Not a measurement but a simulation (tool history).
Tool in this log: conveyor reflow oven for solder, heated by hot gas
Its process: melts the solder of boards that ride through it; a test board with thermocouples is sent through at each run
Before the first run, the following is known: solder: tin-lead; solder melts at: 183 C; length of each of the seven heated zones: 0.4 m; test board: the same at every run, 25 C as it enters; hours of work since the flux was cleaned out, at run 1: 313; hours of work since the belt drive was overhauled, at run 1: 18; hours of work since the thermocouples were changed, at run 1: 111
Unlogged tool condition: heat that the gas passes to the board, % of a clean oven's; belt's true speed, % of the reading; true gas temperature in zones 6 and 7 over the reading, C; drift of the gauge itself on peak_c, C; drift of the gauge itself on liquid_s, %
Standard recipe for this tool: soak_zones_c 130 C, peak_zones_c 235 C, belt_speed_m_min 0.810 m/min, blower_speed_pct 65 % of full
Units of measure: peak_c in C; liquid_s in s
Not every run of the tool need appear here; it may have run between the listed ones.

run	day	soak_zones_c	peak_zones_c	belt_speed_m_min	blower_speed_pct	hours of work since the flux was cleaned out	hours of work since the belt drive was overhauled	hours of work since the thermocouples were changed	peak_c	liquid_s
1	0.000	130	235	0.810	65	313	18	111	208.9	34.8
2	0.192	130	235	0.810	65	316	21	114	208.8	35.1
# day 0.592: flux residue cleaned out of gas plates and filters
3	0.792	130	235	0.810	65	3	27	120	208.9	35.3
4	1.046	130	235	0.810	54	7	31	124	203.8	30.1
5	1.238	130	235	0.810	54	10	34	126	204.1	30.1
6	1.425	130	235	0.810	54	12	36	129	203.7	30.2
7	1.800	130	235	0.810	54	18	42	135	204.1	30.2
8	2.158	121	235	0.846	65	23	47	140	204.5	28.0
9	2.392	130	248	0.810	65	26	50	143	219.5	42.4
10	2.667	131	235	0.799	51	30	55	147	203.2	30.0
11	3.004	130	244	0.810	65	35	59	152	215.6	40.0
12	3.275	130	234	0.810	88	39	63	156	215.1	40.5
13	3.508	126	229	0.694	73	43	67	160	211.3	44.0

What if the next run were any one of these 3? Each begins from the tool's condition after run 13:
A	3.879	123	235	0.810	65	48	72	165	?	?
B	3.879	131	235	0.785	77	48	72	165	?	?
C	3.879	132	235	0.810	63	48	72	165	?	?

run	peak_c	liquid_s
A	207.4	32.1
B	214.5	41.4
C	208.6	35.2
With the hidden condition removed and each run's random variation left untouched, the same runs would have given:
run	peak_c	liquid_s
A	207.4	32.1
B	214.5	41.5
C	208.6	35.3

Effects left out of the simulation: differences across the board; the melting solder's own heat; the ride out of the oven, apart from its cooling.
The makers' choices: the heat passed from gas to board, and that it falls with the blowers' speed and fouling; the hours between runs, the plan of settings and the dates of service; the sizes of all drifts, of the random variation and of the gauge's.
